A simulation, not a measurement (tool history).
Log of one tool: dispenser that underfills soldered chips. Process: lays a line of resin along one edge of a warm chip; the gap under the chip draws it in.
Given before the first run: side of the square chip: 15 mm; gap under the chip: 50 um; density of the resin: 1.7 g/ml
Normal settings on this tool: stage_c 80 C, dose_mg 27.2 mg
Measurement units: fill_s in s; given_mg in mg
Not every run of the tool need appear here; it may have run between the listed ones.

| run | hour | stage_c | dose_mg | fill_s | given_mg |
|---|---|---|---|---|---|
| 1 | 0.0 | 80 | 27.2 | 107.5 | 26.66 |
| 2 | 5.3 | 80 | 27.2 | 125.4 | 26.67 |
|  | 9.9 | new syringe of resin |
| 3 | 16.5 | 80 | 27.2 | 121.8 | 26.38 |
|  | 21.3 | new syringe of resin |
| 4 | 22.8 | 80 | 27.2 | 108.2 | 26.47 |
| 5 | 30.5 | 80 | 27.2 | 136.7 | 26.40 |
|  | 32.8 | new syringe of resin |
| 6 | 37.4 | 80 | 27.2 | 114.6 | 26.35 |
|  | 39.2 | dispensing valve cleaned and set on the balance |
|  | 45.1 | new syringe of resin |
| 7 | 45.1 | 73 | 27.2 | 126.4 | 27.28 |
| 8 | 53.6 | 80 | 27.2 | 129.5 | 27.12 |
|  | 56.7 | new syringe of resin |
| 9 | 64.8 | 80 | 27.2 | 127.7 | 26.91 |
|  | 68.0 | new syringe of resin |
| 10 | 70.0 | 80 | 27.2 | 108.5 | 26.80 |
| 11 | 74.7 | 65 | 24.1 | 221.7 | 23.91 |
|  | 79.5 | new syringe of resin |
| 12 | 85.8 | 79 | 33.3 | 122.4 | 33.08 |
|  | 90.9 | new syringe of resin |
| 13 | 96.5 | 87 | 34.7 | 90.1 | 34.16 |
|  | 103.1 | new syringe of resin |
| 14 | 106.0 | 72 | 24.5 | 148.7 | 24.07 |
|  | 114.6 | new syringe of resin |
| 15 | 115.1 | 72 | 24.5 | 144.3 | 23.85 |
| 16 | 123.1 | 72 | 24.5 | 185.6 | 23.76 |
|  | 126.5 | new syringe of resin |
| 17 | 132.6 | 71 | 24.7 | 174.0 | 23.99 |

Below are 4 alternative next runs, each starting from the tool's condition after run 17. Predict each:
|  | 135.8 | dispensing valve cleaned and set on the balance |
|  | 139.0 | new syringe of resin |
| A | 142.9 | 71 | 33.8 | ? | ? |
|  | 135.8 | dispensing valve cleaned and set on the balance |
|  | 139.0 | new syringe of resin |
| B | 142.9 | 69 | 24.0 | ? | ? |
|  | 135.8 | dispensing valve cleaned and set on the balance |
|  | 139.0 | new syringe of resin |
| C | 142.9 | 94 | 31.6 | ? | ? |
|  | 135.8 | dispensing valve cleaned and set on the balance |
|  | 139.0 | new syringe of resin |
| D | 142.9 | 85 | 24.7 | ? | ? |

| run | fill_s | given_mg |
|---|---|---|
| A | 152.4 | 33.81 |
| B | 173.6 | 23.95 |
| C | 67.4 | 31.66 |
| D | 95.5 | 24.60 |
What these runs would have given with no unlogged condition in the tool:
| run | fill_s | given_mg |
|---|---|---|
| A | 143.0 | 33.79 |
| B | 163.1 | 23.94 |
| C | 62.8 | 31.65 |
| D | 89.2 | 24.59 |
